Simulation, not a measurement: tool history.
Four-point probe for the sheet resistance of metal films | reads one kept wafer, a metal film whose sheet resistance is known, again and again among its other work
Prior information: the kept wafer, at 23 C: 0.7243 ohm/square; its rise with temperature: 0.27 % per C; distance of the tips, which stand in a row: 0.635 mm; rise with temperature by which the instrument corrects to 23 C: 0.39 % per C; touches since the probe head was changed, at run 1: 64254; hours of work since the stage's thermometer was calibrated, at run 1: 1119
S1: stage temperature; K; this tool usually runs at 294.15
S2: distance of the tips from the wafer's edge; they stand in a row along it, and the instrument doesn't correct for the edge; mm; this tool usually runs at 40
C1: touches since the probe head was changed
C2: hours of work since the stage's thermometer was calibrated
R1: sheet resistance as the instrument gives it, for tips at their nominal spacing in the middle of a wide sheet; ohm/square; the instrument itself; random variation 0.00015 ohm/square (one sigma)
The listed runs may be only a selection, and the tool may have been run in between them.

{"run": 1, "hour": 0.0, "S1": 294.15, "S2": 40, "C1": 64254, "C2": 1119, "R1": 0.72882}
{"run": 2, "hour": 70.8, "S1": 303.15, "S2": 40, "C1": 66961, "C2": 1159, "R1": 0.720553}
{"run": 3, "hour": 108.1, "S1": 303.15, "S2": 40, "C1": 68386, "C2": 1180, "R1": 0.720559}
{"run": 4, "hour": 165.1, "S1": 303.15, "S2": 40, "C1": 70567, "C2": 1212, "R1": 0.720099}
{"run": 5, "hour": 202.7, "S1": 294.15, "S2": 7, "C1": 72004, "C2": 1233, "R1": 0.731638}
{"run": 6, "hour": 246.6, "S1": 294.15, "S2": 44, "C1": 73680, "C2": 1257, "R1": 0.728683}
{"run": 7, "hour": 289.5, "S1": 294.15, "S2": 8, "C1": 75322, "C2": 1282, "R1": 0.730727}
{"run": 8, "hour": 326.9, "S1": 294.15, "S2": 8, "C1": 76749, "C2": 1302, "R1": 0.730518}
{"run": 9, "hour": 385.7, "S1": 294.15, "S2": 40, "C1": 79000, "C2": 1335, "R1": 0.728299}
{"run": 10, "hour": 461.3, "S1": 294.15, "S2": 40, "C1": 81889, "C2": 1378, "R1": 0.728327}
{"run": 11, "hour": 539.5, "S1": 294.15, "S2": 40, "C1": 84878, "C2": 1422, "R1": 0.727977}
{"run": 12, "hour": 586.5, "S1": 305.15, "S2": 40, "C1": 86676, "C2": 1448, "R1": 0.71799}
{"run": 13, "hour": 626.8, "S1": 302.15, "S2": 40, "C1": 88216, "C2": 1471, "R1": 0.720437}
{"run": 14, "hour": 666.3, "S1": 302.15, "S2": 40, "C1": 89724, "C2": 1493, "R1": 0.720367}
{"hour": 677.6, "done": "stage's thermometer calibrated"}
{"run": 15, "hour": 731.2, "S1": 294.15, "S2": 16, "C1": 92188, "C2": 30, "R1": 0.727761}
{"run": 16, "hour": 793.8, "S1": 294.15, "S2": 40, "C1": 94582, "C2": 65, "R1": 0.727334}
{"run": 17, "hour": 850.6, "S1": 300.15, "S2": 40, "C1": 96752, "C2": 97, "R1": 0.721886}
{"run": 18, "hour": 926.1, "S1": 294.15, "S2": 40, "C1": 99639, "C2": 139, "R1": 0.726967}
{"run": 19, "hour": 999.2, "S1": 294.15, "S2": 40, "C1": 102434, "C2": 180, "R1": 0.727202}
{"hour": 1044.1, "done": "stage's thermometer calibrated, once more"}
{"run": 20, "hour": 1052.3, "S1": 294.15, "S2": 40, "C1": 104443, "C2": 5, "R1": 0.727607}
{"run": 21, "hour": 1095.4, "S1": 294.15, "S2": 40, "C1": 106093, "C2": 29, "R1": 0.727383}
{"run": 22, "hour": 1174.7, "S1": 294.15, "S2": 40, "C1": 109123, "C2": 73, "R1": 0.727133}
{"run": 23, "hour": 1219.9, "S1": 294.15, "S2": 40, "C1": 110850, "C2": 99, "R1": 0.727378}
{"hour": 1275.7, "done": "new probe head fitted"}
{"run": 24, "hour": 1302.5, "S1": 292.15, "S2": 15, "C1": 1028, "C2": 144, "R1": 0.730205}
{"run": 25, "hour": 1365.7, "S1": 306.15, "S2": 6, "C1": 3444, "C2": 180, "R1": 0.72102}
{"run": 26, "hour": 1399.8, "S1": 302.15, "S2": 66, "C1": 4748, "C2": 199, "R1": 0.720088}
{"run": 27, "hour": 1460.5, "S1": 302.15, "S2": 66, "C1": 7068, "C2": 233, "R1": 0.719882}
{"run": 28, "hour": 1534.0, "S1": 302.15, "S2": 66, "C1": 9877, "C2": 274, "R1": 0.720223}
{"run": 29, "hour": 1608.8, "S1": 298.15, "S2": 4, "C1": 12736, "C2": 316, "R1": 0.733069}
{"run": 30, "hour": 1658.0, "S1": 297.15, "S2": 28, "C1": 14618, "C2": 344, "R1": 0.724412}
{"run": 31, "hour": 1730.4, "S1": 297.15, "S2": 28, "C1": 17385, "C2": 384, "R1": 0.724312}
{"run": 32, "hour": 1775.3, "S1": 300.15, "S2": 3, "C1": 19100, "C2": 409, "R1": 0.73829}
{"run": 33, "hour": 1825.2, "S1": 299.15, "S2": 12, "C1": 21008, "C2": 437, "R1": 0.723171}
{"run": 34, "hour": 1878.3, "S1": 299.15, "S2": 12, "C1": 23040, "C2": 467, "R1": 0.723103}
{"run": 35, "hour": 1912.6, "S1": 300.15, "S2": 18, "C1": 24351, "C2": 486, "R1": 0.721413}
{"run": 36, "hour": 1963.2, "S1": 293.15, "S2": 3, "C1": 26286, "C2": 515, "R1": 0.744692}
{"run": 37, "hour": 2003.8, "S1": 293.15, "S2": 3, "C1": 27836, "C2": 538, "R1": 0.744443}
{"run": 38, "hour": 2064.6, "S1": 293.15, "S2": 3, "C1": 30162, "C2": 572, "R1": 0.744426}
{"run": 39, "hour": 2105.6, "S1": 293.15, "S2": 3, "C1": 31729, "C2": 595, "R1": 0.744579}
{"run": 40, "hour": 2152.3, "S1": 293.15, "S2": 3, "C1": 33513, "C2": 621, "R1": 0.744097}
{"run": 41, "hour": 2198.3, "S1": 292.15, "S2": 40, "C1": 35272, "C2": 647, "R1": 0.727946}
{"run": 42, "hour": 2233.4, "S1": 297.15, "S2": 74, "C1": 36615, "C2": 666, "R1": 0.723298}
{"run": 43, "hour": 2315.4, "S1": 297.15, "S2": 74, "C1": 39749, "C2": 712, "R1": 0.723144}

Run 44 has not been measured yet. What should we expect?
{"run": 44, "hour": 2354.3, "S1": 297.15, "S2": 74, "C1": 41235, "C2": 734, "R1": "?"}

Run 44 yielded R1 0.723052 ohm/square.
Were there no unlogged condition in the tool, this run, its random variation unchanged, would have produced R1 0.723460 ohm/square.

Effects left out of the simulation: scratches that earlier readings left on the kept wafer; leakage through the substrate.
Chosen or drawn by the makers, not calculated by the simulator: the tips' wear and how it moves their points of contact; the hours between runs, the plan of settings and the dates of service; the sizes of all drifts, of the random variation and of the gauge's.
